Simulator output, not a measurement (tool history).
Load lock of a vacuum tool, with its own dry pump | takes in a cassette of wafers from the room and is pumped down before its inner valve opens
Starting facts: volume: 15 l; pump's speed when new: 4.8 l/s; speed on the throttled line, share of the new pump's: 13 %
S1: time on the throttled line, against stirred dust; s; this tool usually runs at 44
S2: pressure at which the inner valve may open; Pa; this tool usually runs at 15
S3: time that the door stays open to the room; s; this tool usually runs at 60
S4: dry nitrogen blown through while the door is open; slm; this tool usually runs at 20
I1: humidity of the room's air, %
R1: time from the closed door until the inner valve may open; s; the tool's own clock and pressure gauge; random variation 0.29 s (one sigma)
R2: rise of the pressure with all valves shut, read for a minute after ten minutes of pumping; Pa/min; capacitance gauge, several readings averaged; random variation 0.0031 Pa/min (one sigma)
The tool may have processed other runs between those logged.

| run | hour | S1 | S2 | S3 | S4 | I1 | R1 | R2 |
|---|---|---|---|---|---|---|---|---|
| 1 | 0 | 44 | 15 | 60 | 20 | 47.6 | 65.4 | 0.056 |
| 2 | 617.7 | 44 | 15 | 60 | 20 | 48.7 | 65.3 | 0.063 |
| 3 | 1087 | 44 | 15 | 60 | 20 | 43.5 | 65.8 | 0.058 |
| 4 | 1464.3 | 44 | 15 | 60 | 20 | 44.9 | 65.5 | 0.055 |
| 5 | 1790.7 | 39 | 15 | 60 | 20 | 44.7 | 60.6 | 0.06 |
| 6 | 2095.5 | 44 | 15 | 232 | 20 | 42.3 | 66 | 0.09 |
| 7 | 2388.8 | 44 | 15 | 60 | 20 | 45.7 | 64.9 | 0.054 |
| 8 | 2882.8 | 44 | 15 | 60 | 20 | 45.5 | 65.9 | 0.055 |
| 9 | 3178.3 | 44 | 15 | 60 | 20 | 42.7 | 65.7 | 0.054 |
| 10 | 3659.4 | 44 | 15 | 60 | 20 | 46.4 | 65.4 | 0.06 |
| 11 | 4069.9 | 44 | 15 | 60 | 20 | 48.3 | 65.7 | 0.06 |
| 12 | 4634.2 | 44 | 15 | 60 | 20 | 42.9 | 65.3 | 0.055 |
|  | 4897.1 | dry pump taken out, an overhauled one fitted |
| 13 | 5180.7 | 44 | 15 | 60 | 20 | 44.1 | 65.9 | 0.057 |
| 14 | 5567.7 | 44 | 15 | 60 | 20 | 44.4 | 66 | 0.06 |
| 15 | 5897.5 | 44 | 15 | 60 | 20 | 45.9 | 65.6 | 0.054 |
| 16 | 6522.7 | 44 | 15 | 60 | 20 | 44.8 | 65.3 | 0.062 |
| 17 | 6985.9 | 44 | 15 | 60 | 20 | 47 | 65.5 | 0.059 |
| 18 | 7388.9 | 25 | 15 | 60 | 20 | 45.7 | 49.3 | 0.055 |
| 19 | 7753.7 | 25 | 15 | 60 | 20 | 46.1 | 48.9 | 0.061 |
| 20 | 8366.6 | 25 | 23 | 142 | 20 | 39.2 | 48.1 | 0.065 |
| 21 | 8946.6 | 25 | 23 | 142 | 20 | 42.3 | 47.8 | 0.074 |
| 22 | 9584.6 | 87 | 14 | 169 | 20 | 45.3 | 103.4 | 0.091 |
| 23 | 9869.2 | 25 | 15 | 147 | 5 | 45 | 49.3 | 0.119 |
| 24 | 10515.8 | 25 | 15 | 44 | 11 | 43.4 | 48.7 | 0.054 |
| 25 | 11117.4 | 25 | 15 | 44 | 11 | 44 | 49 | 0.057 |
| 26 | 11607.9 | 25 | 15 | 44 | 42 | 43.5 | 48.7 | 0.033 |
| 27 | 12014.1 | 25 | 15 | 44 | 42 | 46.2 | 49 | 0.037 |
| 28 | 12321.9 | 25 | 12 | 34 | 11 | 45.7 | 49.8 | 0.054 |
| 29 | 12628.5 | 25 | 10 | 34 | 11 | 44.9 | 50 | 0.05 |
| 30 | 13121.6 | 25 | 10 | 34 | 31 | 44.1 | 50.6 | 0.041 |
| 31 | 13566.6 | 33 | 12 | 207 | 20 | 46.5 | 56.4 | 0.098 |
| 32 | 13854.7 | 33 | 12 | 207 | 20 | 45.9 | 56.5 | 0.094 |
| 33 | 14376.9 | 33 | 12 | 207 | 20 | 46.3 | 57.2 | 0.096 |
|  | 14790.4 | dry pump taken out, an overhauled one fitted |
| 34 | 14809.5 | 24 | 12 | 28 | 12 | 47.4 | 48.9 | 0.053 |
| 35 | 15320.1 | 44 | 10 | 60 | 34 | 42.3 | 66.8 | 0.045 |
| 36 | 15705.7 | 26 | 15 | 60 | 20 | 38.6 | 50 | 0.051 |
| 37 | 16136.1 | 26 | 15 | 60 | 6 | 42.2 | 50.1 | 0.078 |

Below are 3 alternative next runs, each starting from the tool's condition after run 37. Predict each:
| A | 16578.7 | 30 | 15 | 44 | 20 | 47.7 | ? | ? |
| B | 16578.7 | 26 | 25 | 60 | 5 | 44.1 | ? | ? |
| C | 16578.7 | 28 | 15 | 60 | 20 | 46.8 | ? | ? |

| run | R1 | R2 |
|---|---|---|
| A | 53.1 | 0.057 |
| B | 48.4 | 0.088 |
| C | 51.8 | 0.061 |
Without the tool's unlogged condition, the same runs would have read:
| run | R1 | R2 |
|---|---|---|
| A | 53.1 | 0.055 |
| B | 48.4 | 0.086 |
| C | 51.8 | 0.059 |
